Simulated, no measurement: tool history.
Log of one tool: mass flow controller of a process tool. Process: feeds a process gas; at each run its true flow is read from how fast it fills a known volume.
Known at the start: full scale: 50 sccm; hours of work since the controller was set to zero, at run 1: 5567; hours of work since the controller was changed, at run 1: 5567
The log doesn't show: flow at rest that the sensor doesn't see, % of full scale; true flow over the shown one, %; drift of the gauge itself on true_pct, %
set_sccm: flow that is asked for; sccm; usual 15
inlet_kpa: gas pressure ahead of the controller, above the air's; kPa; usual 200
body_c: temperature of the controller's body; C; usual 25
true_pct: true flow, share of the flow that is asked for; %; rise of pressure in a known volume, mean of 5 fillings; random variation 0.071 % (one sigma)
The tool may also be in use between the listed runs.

run      day  set_sccm  inlet_kpa  body_c  hours of work since the controller was set to zero  hours of work since the controller was changed  true_pct
  1        0        15        200      25                                                5567                                            5567     94.64
  2    7.825        15        200      25                                                5694                                            5694     94.61
  3   16.388        15        200      25                                                5833                                            5833     94.39
  4   24.067        15        200      25                                                5958                                            5958     94.25
  5   28.838        15        200      25                                                6036                                            6036     94.16
  6   35.538        15        200      25                                                6144                                            6144      94.2
  7   40.208        15        200      25                                                6220                                            6220     94.11
  8   47.267        15        200      25                                                6335                                            6335     93.85
       50.55  -- controller's zero set anew
  9   54.375        15        200      25                                                  62                                            6450     96.22
 10   62.633        15        200      25                                                 196                                            6585      96.1
 11   66.775        15        200      25                                                 264                                            6652     96.15
 12   72.238        15        200      25                                                 353                                            6741     96.01
 13   77.375        15        200      25                                                 436                                            6824     95.82
 14   85.058        15        200      25                                                 561                                            6949     95.68
 15   90.354        15        200      36                                                 647                                            7036     96.31
 16   94.992        14        200      25                                                 723                                            7111     95.71
 17   98.638        15        200      25                                                 782                                            7170     95.59
 18  104.379        15        200      25                                                 875                                            7264     95.53
 19  111.304        15        200      25                                                 988                                            7376     95.42
 20  117.379        15        200      25                                                1087                                            7475     95.32
 21  124.779        15        200      25                                                1207                                            7595     95.32
 22  132.358        15        159      25                                                1330                                            7718     95.16
 23  137.525        15        159      25                                                1414                                            7803     95.04
 24  141.983        15        159      25                                                1487                                            7875     95.16
 25  149.521        15        226      25                                                1609                                            7998     94.84
 26  155.675        15        200      29                                                1709                                            8098     95.13
 27  161.271        15        169      35                                                1800                                            8189     95.31
 28  165.304        15        169      35                                                1866                                            8254     95.37
 29  173.512         6        200      33                                                2000                                            8388     93.17
 30  181.029         6        200      33                                                2122                                            8510     93.22
 31  187.754         6        200      33                                                2231                                            8619     93.12
 32  193.471        15        177      25                                                2324                                            8712     94.42
 33  197.921        15        200      22                                                2396                                            8785     94.11
 34  201.504        15        200      22                                                2455                                            8843     93.92
 35  204.988        15        200      23                                                2511                                            8900     94.07
 36  211.354        37        156      38                                                2615                                            9003     96.07
 37  219.842        37        156      38                                                2753                                            9141     95.95
 38  223.638        37        156      38                                                2815                                            9203      95.8
 39  229.417        41        233      21                                                2909                                            9297     94.61
 40  235.517        49        243      29                                                3008                                            9396     95.23
 41  240.771        49        243      29                                                3093                                            9481      95.1
 42  245.062        15        148      25                                                3163                                            9551     93.78
 43  252.188        15        176      28                                                3279                                            9667     93.64
 44  260.375        15        166      23                                                3412                                            9800     93.34

5 ways to go on from here, each from the tool as it stands after run 44. What would each give?
     261.004  -- controller exchanged for a calibrated one
  A  264.754        19        253      29                                                  61                                              61         ?
     261.004  -- controller exchanged for a calibrated one
  B  264.754        50        273      37                                                  61                                              61         ?
     261.004  -- controller exchanged for a calibrated one
  C  264.754        15        168      30                                                  61                                              61         ?
     261.004  -- controller exchanged for a calibrated one
  D  264.754        19        203      28                                                  61                                              61         ?
     261.004  -- controller exchanged for a calibrated one
  E  264.754        14        142      31                                                  61                                              61         ?

run  true_pct
  A     99.51
  B    100.42
  C      99.7
  D     99.66
  E     99.98
Without the tool's hidden state the same runs would have given:
run  true_pct
  A     99.69
  B    100.52
  C     99.91
  D     99.84
  E     100.2

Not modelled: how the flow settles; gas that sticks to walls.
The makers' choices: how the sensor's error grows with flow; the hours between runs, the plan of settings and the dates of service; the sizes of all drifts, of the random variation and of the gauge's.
